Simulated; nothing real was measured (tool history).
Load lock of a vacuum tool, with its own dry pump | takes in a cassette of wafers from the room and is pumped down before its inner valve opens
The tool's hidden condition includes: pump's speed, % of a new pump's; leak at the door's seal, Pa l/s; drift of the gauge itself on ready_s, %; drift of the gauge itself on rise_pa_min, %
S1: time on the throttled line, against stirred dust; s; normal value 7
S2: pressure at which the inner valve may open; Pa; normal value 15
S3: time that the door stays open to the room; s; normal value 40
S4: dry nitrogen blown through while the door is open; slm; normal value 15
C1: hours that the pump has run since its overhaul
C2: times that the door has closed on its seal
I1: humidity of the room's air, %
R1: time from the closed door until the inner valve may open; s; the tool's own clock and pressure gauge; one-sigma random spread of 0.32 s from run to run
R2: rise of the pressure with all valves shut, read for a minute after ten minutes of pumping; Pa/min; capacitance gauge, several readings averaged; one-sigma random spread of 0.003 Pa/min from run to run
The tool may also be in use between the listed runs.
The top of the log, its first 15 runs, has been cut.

run,hour,S1,S2,S3,S4,C1,C2,I1,R1,R2
16,1046.5,7,15,120,15,9488,7256,44.5,19.9,0.108
17,1099.0,7,15,120,15,9541,7353,44.9,19.8,0.106
18,1187.8,7,15,40,15,9630,7517,47.0,20.3,0.095
19,1250.8,7,14,40,15,9693,7633,45.2,20.2,0.093
20,1344.7,14,15,48,15,9787,7806,46.1,25.3,0.102
21,1421.0,7,12,40,15,9863,7947,43.9,20.7,0.089
22,1513.0,7,12,40,15,9955,8117,44.0,20.6,0.094
23,1589.4,7,25,40,15,10031,8258,47.9,18.9,0.093
24,1678.6,7,29,39,13,10121,8422,46.0,18.7,0.095
25,1767.1,6,29,39,9,10209,8586,44.5,18.2,0.107
26,1824.5,7,12,39,9,10266,8692,41.5,20.3,0.107
27,1870.2,10,12,39,26,10312,8776,47.5,22.6,0.088
28,1961.4,11,23,64,15,10403,8944,47.3,22.6,0.110
29,2005.0,8,23,42,9,10447,9025,41.3,20.2,0.108
30,2053.4,8,23,42,9,10495,9114,43.6,20.7,0.105
31,2127.7,8,23,42,9,10570,9251,45.8,20.0,0.116
32,2189.9,8,23,42,9,10632,9366,41.4,20.0,0.109
33,2285.6,8,23,42,9,10727,9542,46.6,20.1,0.111
34,2380.1,6,10,144,6,10822,9717,48.3,20.5,0.166
35,2439.6,6,10,144,6,10882,9827,46.0,20.6,0.156

Run 36 is up next; what results do you expect?
36,2528.5,6,10,144,6,10970,9991,44.8,?,?

R1: 20.7 s
R2: 0.155 Pa/min
With no hidden state in the tool, this same run would have given R1 18.5 s, R2 0.104 Pa/min.

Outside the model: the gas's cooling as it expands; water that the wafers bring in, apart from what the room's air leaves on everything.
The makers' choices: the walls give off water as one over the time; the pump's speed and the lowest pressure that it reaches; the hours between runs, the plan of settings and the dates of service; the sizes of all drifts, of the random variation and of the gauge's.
